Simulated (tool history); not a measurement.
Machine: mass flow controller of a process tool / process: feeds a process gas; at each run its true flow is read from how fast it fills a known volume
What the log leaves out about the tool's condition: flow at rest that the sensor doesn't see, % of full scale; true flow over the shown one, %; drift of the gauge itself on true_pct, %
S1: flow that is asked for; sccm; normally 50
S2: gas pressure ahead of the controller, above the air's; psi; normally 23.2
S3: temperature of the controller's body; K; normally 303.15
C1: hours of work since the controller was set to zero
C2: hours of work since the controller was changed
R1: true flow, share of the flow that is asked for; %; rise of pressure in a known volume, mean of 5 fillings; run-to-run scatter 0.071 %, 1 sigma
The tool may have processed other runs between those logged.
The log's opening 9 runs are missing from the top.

run     hour  S1    S2      S3    C1    C2      R1
 10   3273.3  50  23.2  296.15  1914  1914   98.66
 11   3626.5  16  23.2  296.15  2034  2034   96.44
 12   3868.8  16  37.4  296.15  2116  2116   95.76
 13   4314.8  50  23.2  303.15  2267  2267   99.35
 14   4769.7  50  23.2  303.15  2422  2422   99.37
 15   4976.1  50  23.2  303.15  2492  2492    99.4
 16   5297.3  50  34.5  303.15  2601  2601   99.02
 17   5602.5  50  34.5  294.15  2704  2704   97.89
 18   5852.9  50  23.2  299.15  2789  2789   98.88
 19   6280.6  50  23.2  299.15  2934  2934   98.79
 20   6516.2  50  23.2  302.15  3014  3014   99.17
 21   6728.9  50  23.2  302.15  3087  3087   99.08
 22   7105.1  50  23.2  295.15  3214  3214   98.24
 23   7605.4  50  23.2  295.15  3384  3384   98.28
 24     7982  86  23.2  303.15  3512  3512  100.48
 25   8284.3  50  23.2  306.15  3614  3614   99.45
 26   8708.4  50  23.2  306.15  3758  3758   99.59
 27   9047.3  16  34.7  298.15  3873  3873   94.75
 28   9282.6  84  37.6  297.15  3953  3953   99.13
 29     9783  40  28.6  298.15  4123  4123   97.82
 30  10265.7  31    30  299.15  4287  4287   97.11
 31  10582.2  37  23.2  308.15  4394  4394   98.82

Run 32 is up next; what results do you expect?
 32  10834.9  37  23.2  308.15  4480  4480   ?

Run 32 yielded R1 98.76 %.
With no hidden state in the tool, this same run would have given R1 99.78 %.
